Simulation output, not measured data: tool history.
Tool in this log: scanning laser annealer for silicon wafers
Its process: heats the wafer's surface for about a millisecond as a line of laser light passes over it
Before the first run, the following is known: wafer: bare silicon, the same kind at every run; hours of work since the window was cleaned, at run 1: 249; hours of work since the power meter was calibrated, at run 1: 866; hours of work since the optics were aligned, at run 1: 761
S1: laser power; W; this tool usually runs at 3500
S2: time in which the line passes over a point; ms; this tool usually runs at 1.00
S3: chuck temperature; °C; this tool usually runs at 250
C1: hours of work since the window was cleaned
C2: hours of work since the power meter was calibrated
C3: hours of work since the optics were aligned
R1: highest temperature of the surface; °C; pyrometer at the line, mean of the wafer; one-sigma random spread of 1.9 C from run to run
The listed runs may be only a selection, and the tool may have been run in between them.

run   hour    S1    S2   S3   C1    C2    C3    R1
  1    0.0  3500  1.00  250  249   866   761  1057
  2   30.2  3538  1.00  250  273   889   785  1066
  3   70.8  3538  1.00  250  305   922   817  1066
  4  111.6  3538  1.00  250  337   954   849  1065
  5  140.7  3538  1.00  250  360   977   872  1065
  6  177.4  3504  1.00  250  389  1006   901  1051
  7  196.1  3504  1.00  250  404  1020   916  1045
  8  230.3  3504  1.00  250  431  1048   943  1048
  9  264.0  3504  1.00  250  458  1074   969  1043
 10  302.5  3504  1.00  250  488  1105  1000  1043
 11  334.7  2984  1.00  250  514  1130  1025   908
 12  371.0  2984  1.00  250  542  1159  1054   908
 13  400.3  2984  1.00  250  565  1182  1077   903
 14  420.4  2984  1.00  250  581  1198  1093   901
 15  455.9  2984  1.00  250  609  1226  1121   902
 16  480.6  2984  1.00  250  629  1245  1141   899
 17  506.5  2984  1.00  277  649  1266  1161   928
 18  529.8  2984  1.00  277  668  1284  1179   926
 19  562.7  3409  1.00  237  694  1310  1205   987
 20  599.6  3204  0.84  273  723  1339  1235   915
 21  627.8  3500  0.90  232  745  1362  1257   963
 22  657.1  3190  0.76  250  768  1385  1280   857
 23  675.0  3692  0.77  250  782  1399  1294   967
 24  695.2  3067  0.89  250  798  1415  1310   875
 25  730.9  3649  0.90  256  827  1443  1338  1022

Forecast run 26:
 26  758.9  3279  0.81  256  849  1465  1360   ?

Logged for run 26: R1 897 °C.
With no hidden state in the tool, this same run would have given R1 954 °C.

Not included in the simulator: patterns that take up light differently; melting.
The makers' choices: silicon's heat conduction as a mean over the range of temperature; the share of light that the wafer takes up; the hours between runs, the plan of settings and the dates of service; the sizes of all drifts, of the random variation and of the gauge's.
